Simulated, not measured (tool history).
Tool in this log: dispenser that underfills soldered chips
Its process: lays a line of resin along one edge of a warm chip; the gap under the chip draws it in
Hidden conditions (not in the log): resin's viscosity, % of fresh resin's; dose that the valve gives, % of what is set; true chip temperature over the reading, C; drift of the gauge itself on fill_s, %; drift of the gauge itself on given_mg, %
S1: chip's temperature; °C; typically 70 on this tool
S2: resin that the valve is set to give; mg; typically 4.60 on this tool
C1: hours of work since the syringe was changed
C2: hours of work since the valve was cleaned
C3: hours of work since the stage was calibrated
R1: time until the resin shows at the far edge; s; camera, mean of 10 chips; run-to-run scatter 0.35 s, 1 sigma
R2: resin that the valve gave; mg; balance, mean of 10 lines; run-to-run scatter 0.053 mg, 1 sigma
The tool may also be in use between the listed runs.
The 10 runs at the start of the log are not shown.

At hour 124.2: new syringe of resin.
At hour 133.4: new syringe of resin.
Run 11, hour 138.7: usual settings but S2 5.25 mg; C1 3; C2 25; C3 373. Result: R1 18.9 s, R2 5.10 mg.
At hour 142.4: new syringe of resin.
At hour 151.9: new syringe of resin.
Run 12, hour 155.1: usual settings but S2 5.25 mg; C1 2; C2 35; C3 383. Result: R1 18.4 s, R2 5.11 mg.
At hour 161.1: new syringe of resin.
Run 13, hour 162.6: usual settings but S2 5.25 mg; C1 1; C2 40; C3 388. Result: R1 16.8 s, R2 5.12 mg.
At hour 171.2: new syringe of resin.
Run 14, hour 177.4: usual settings but S2 5.25 mg; C1 4; C2 49; C3 397. Result: R1 20.1 s, R2 5.05 mg.
At hour 180.3: new syringe of resin.
At hour 189.7: new syringe of resin.
Run 15, hour 191.9: usual settings but S2 4.47 mg; C1 1; C2 58; C3 406. Result: R1 17.4 s, R2 4.33 mg.
At hour 199.1: new syringe of resin.
At hour 208.5: new syringe of resin.
Run 16, hour 209.9: usual settings but S2 4.90 mg; C1 1; C2 70; C3 417. Result: R1 16.6 s, R2 4.75 mg.
At hour 218.4: new syringe of resin.
Run 17, hour 219.8: usual settings but S2 4.90 mg; C1 1; C2 76; C3 424. Result: R1 16.7 s, R2 4.65 mg.
At hour 224.6: stage's temperature calibrated.
At hour 229.1: new syringe of resin.
Run 18, hour 230.3: usual settings but S2 5.40 mg; C1 1; C2 82; C3 4. Result: R1 18.7 s, R2 5.09 mg.
At hour 239.1: new syringe of resin.
Run 19, hour 240.8: usual settings but S2 5.40 mg; C1 1; C2 88; C3 10. Result: R1 19.4 s, R2 5.11 mg.
At hour 248.5: new syringe of resin.
Run 20, hour 254.9: usual settings but S2 5.40 mg; C1 4; C2 97; C3 19. Result: R1 22.4 s, R2 5.09 mg.
At hour 258.4: new syringe of resin.
Run 21, hour 263.0: usual settings but S1 63 °C, S2 4.22 mg; C1 3; C2 102; C3 24. Result: R1 29.2 s, R2 4.01 mg.
At hour 267.9: new syringe of resin.
Run 22, hour 271.8: usual settings but S1 63 °C, S2 4.22 mg; C1 3; C2 108; C3 30. Result: R1 29.6 s, R2 3.88 mg.
At hour 277.1: dispensing valve cleaned and set on the balance.
At hour 278.8: new syringe of resin.
At hour 288.5: new syringe of resin.
Run 23, hour 288.5: usual settings but S1 75 °C, S2 4.84 mg; C1 0; C2 7; C3 39. Result: R1 14.6 s, R2 4.86 mg.
At hour 297.8: new syringe of resin.
Run 24, hour 297.8: usual settings but S1 60 °C, S2 4.91 mg; C1 0; C2 13; C3 45. Result: R1 29.2 s, R2 4.79 mg.
At hour 308.1: new syringe of resin.
Run 25, hour 314.3: usual settings but S1 60 °C, S2 4.91 mg; C1 4; C2 23; C3 56. Result: R1 35.6 s, R2 4.87 mg.
At hour 317.9: new syringe of resin.
Run 26, hour 321.7: usual settings but S1 72 °C, S2 4.68 mg; C1 2; C2 28; C3 60. Result: R1 17.9 s, R2 4.60 mg.
At hour 327.3: new syringe of resin.
Run 27, hour 331.4: usual settings but S1 72 °C, S2 4.68 mg; C1 3; C2 34; C3 66. Result: R1 18.8 s, R2 4.67 mg.
At hour 337.1: new syringe of resin.
At hour 346.9: new syringe of resin.
Run 28, hour 347.9: usual settings but S1 56 °C, S2 4.62 mg; C1 1; C2 44; C3 76. Result: R1 37.1 s, R2 4.53 mg.

The next listed run, before its measurement:
At hour 356.3: new syringe of resin.
Run 29, hour 361.4: usual settings but S1 59 °C, S2 4.80 mg; C1 3; C2 53; C3 85. Result: R1 ?, R2 ?.

R1: 36.4 s
R2: 4.78 mg
If the tool had no hidden condition, the same run with the same run-to-run variation would have returned R1 32.3 s, R2 4.95 mg.

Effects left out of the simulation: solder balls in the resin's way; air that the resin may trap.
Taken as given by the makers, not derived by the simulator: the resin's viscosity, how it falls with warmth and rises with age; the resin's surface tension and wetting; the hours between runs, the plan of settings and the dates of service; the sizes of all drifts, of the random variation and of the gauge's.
